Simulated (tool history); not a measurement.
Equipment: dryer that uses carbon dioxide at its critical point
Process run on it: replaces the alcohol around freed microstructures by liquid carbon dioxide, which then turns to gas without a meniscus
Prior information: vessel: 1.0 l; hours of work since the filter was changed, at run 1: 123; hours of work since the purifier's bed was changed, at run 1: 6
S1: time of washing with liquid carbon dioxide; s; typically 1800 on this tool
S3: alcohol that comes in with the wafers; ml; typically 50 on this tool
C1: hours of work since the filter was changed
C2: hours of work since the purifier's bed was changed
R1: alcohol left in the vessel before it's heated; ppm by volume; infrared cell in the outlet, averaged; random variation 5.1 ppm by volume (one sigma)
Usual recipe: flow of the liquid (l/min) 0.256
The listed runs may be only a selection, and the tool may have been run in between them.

{"run": 1, "hour": 0.0, "S1": 1800, "flow of the liquid (l/min)": 0.256, "S3": 50, "C1": 123, "C2": 6, "R1": 74}
{"run": 2, "hour": 24.2, "S1": 1800, "flow of the liquid (l/min)": 0.256, "S3": 50, "C1": 140, "C2": 24, "R1": 93}
{"run": 3, "hour": 37.5, "S1": 2220, "flow of the liquid (l/min)": 0.256, "S3": 50, "C1": 150, "C2": 34, "R1": 36}
{"run": 4, "hour": 53.4, "S1": 1800, "flow of the liquid (l/min)": 0.256, "S3": 50, "C1": 161, "C2": 45, "R1": 110}
{"run": 5, "hour": 72.5, "S1": 1800, "flow of the liquid (l/min)": 0.271, "S3": 50, "C1": 175, "C2": 59, "R1": 100}
{"run": 6, "hour": 88.9, "S1": 1800, "flow of the liquid (l/min)": 0.271, "S3": 50, "C1": 187, "C2": 71, "R1": 99}
{"run": 7, "hour": 109.6, "S1": 1800, "flow of the liquid (l/min)": 0.308, "S3": 50, "C1": 202, "C2": 86, "R1": 65}
{"run": 8, "hour": 132.4, "S1": 1380, "flow of the liquid (l/min)": 0.308, "S3": 50, "C1": 219, "C2": 102, "R1": 206}
{"run": 9, "hour": 147.4, "S1": 1800, "flow of the liquid (l/min)": 0.256, "S3": 107, "C1": 230, "C2": 113, "R1": 296}
{"run": 10, "hour": 169.2, "S1": 1800, "flow of the liquid (l/min)": 0.256, "S3": 50, "C1": 245, "C2": 129, "R1": 171}
{"run": 11, "hour": 185.4, "S1": 1800, "flow of the liquid (l/min)": 0.256, "S3": 50, "C1": 257, "C2": 141, "R1": 196}
{"run": 12, "hour": 200.7, "S1": 1800, "flow of the liquid (l/min)": 0.256, "S3": 50, "C1": 268, "C2": 152, "R1": 202}
{"run": 13, "hour": 216.1, "S1": 1800, "flow of the liquid (l/min)": 0.256, "S3": 50, "C1": 279, "C2": 163, "R1": 212}
{"run": 14, "hour": 237.4, "S1": 1800, "flow of the liquid (l/min)": 0.256, "S3": 50, "C1": 295, "C2": 178, "R1": 229}
{"hour": 253.2, "done": "inlet filter changed"}
{"run": 15, "hour": 253.2, "S1": 1800, "flow of the liquid (l/min)": 0.256, "S3": 50, "C1": 0, "C2": 189, "R1": 131}
{"run": 16, "hour": 269.8, "S1": 1680, "flow of the liquid (l/min)": 0.256, "S3": 50, "C1": 12, "C2": 201, "R1": 175}
{"run": 17, "hour": 282.6, "S1": 1800, "flow of the liquid (l/min)": 0.291, "S3": 50, "C1": 21, "C2": 210, "R1": 119}
{"run": 18, "hour": 307.0, "S1": 1560, "flow of the liquid (l/min)": 0.256, "S3": 50, "C1": 39, "C2": 228, "R1": 239}
{"run": 19, "hour": 320.6, "S1": 1560, "flow of the liquid (l/min)": 0.256, "S3": 50, "C1": 49, "C2": 238, "R1": 248}
{"run": 20, "hour": 336.2, "S1": 1800, "flow of the liquid (l/min)": 0.256, "S3": 50, "C1": 60, "C2": 249, "R1": 174}
{"run": 21, "hour": 355.7, "S1": 1800, "flow of the liquid (l/min)": 0.256, "S3": 50, "C1": 74, "C2": 263, "R1": 177}
{"run": 22, "hour": 371.4, "S1": 1800, "flow of the liquid (l/min)": 0.256, "S3": 50, "C1": 86, "C2": 275, "R1": 182}
{"run": 23, "hour": 390.0, "S1": 1800, "flow of the liquid (l/min)": 0.256, "S3": 108, "C1": 99, "C2": 288, "R1": 280}
{"run": 24, "hour": 412.7, "S1": 1800, "flow of the liquid (l/min)": 0.256, "S3": 108, "C1": 115, "C2": 305, "R1": 306}
{"run": 25, "hour": 427.9, "S1": 1140, "flow of the liquid (l/min)": 0.256, "S3": 52, "C1": 126, "C2": 316, "R1": 994}
{"run": 26, "hour": 448.1, "S1": 1140, "flow of the liquid (l/min)": 0.256, "S3": 52, "C1": 141, "C2": 330, "R1": 1040}
{"run": 27, "hour": 472.4, "S1": 1740, "flow of the liquid (l/min)": 0.252, "S3": 50, "C1": 159, "C2": 348, "R1": 278}
{"run": 28, "hour": 482.8, "S1": 1740, "flow of the liquid (l/min)": 0.252, "S3": 50, "C1": 166, "C2": 355, "R1": 290}
{"run": 29, "hour": 501.6, "S1": 1740, "flow of the liquid (l/min)": 0.252, "S3": 50, "C1": 180, "C2": 369, "R1": 293}
{"run": 30, "hour": 515.3, "S1": 1740, "flow of the liquid (l/min)": 0.252, "S3": 50, "C1": 190, "C2": 379, "R1": 301}
{"run": 31, "hour": 527.6, "S1": 2220, "flow of the liquid (l/min)": 0.256, "S3": 50, "C1": 199, "C2": 388, "R1": 189}
{"run": 32, "hour": 546.2, "S1": 2220, "flow of the liquid (l/min)": 0.256, "S3": 50, "C1": 212, "C2": 401, "R1": 200}
{"run": 33, "hour": 563.0, "S1": 1440, "flow of the liquid (l/min)": 0.256, "S3": 95, "C1": 224, "C2": 413, "R1": 887}
{"run": 34, "hour": 575.1, "S1": 1140, "flow of the liquid (l/min)": 0.256, "S3": 59, "C1": 233, "C2": 422, "R1": 1441}
{"run": 35, "hour": 591.7, "S1": 1080, "flow of the liquid (l/min)": 0.408, "S3": 55, "C1": 245, "C2": 434, "R1": 367}
{"run": 36, "hour": 615.9, "S1": 1500, "flow of the liquid (l/min)": 0.367, "S3": 23, "C1": 263, "C2": 452, "R1": 214}
{"run": 37, "hour": 638.0, "S1": 1560, "flow of the liquid (l/min)": 0.207, "S3": 107, "C1": 279, "C2": 468, "R1": 1954}
{"run": 38, "hour": 654.6, "S1": 1740, "flow of the liquid (l/min)": 0.199, "S3": 31, "C1": 291, "C2": 480, "R1": 621}
{"run": 39, "hour": 668.9, "S1": 2520, "flow of the liquid (l/min)": 0.273, "S3": 50, "C1": 301, "C2": 490, "R1": 228}

Forecast run 40:
{"hour": 676.7, "done": "inlet filter changed"}
{"run": 40, "hour": 688.3, "S1": 1260, "flow of the liquid (l/min)": 0.187, "S3": 24, "C1": 8, "C2": 503, "R1": "?"}

Run 40 gave R1 923 ppm by volume.
Were there no unlogged condition in the tool, this run, its random variation unchanged, would have produced R1 679 ppm by volume.
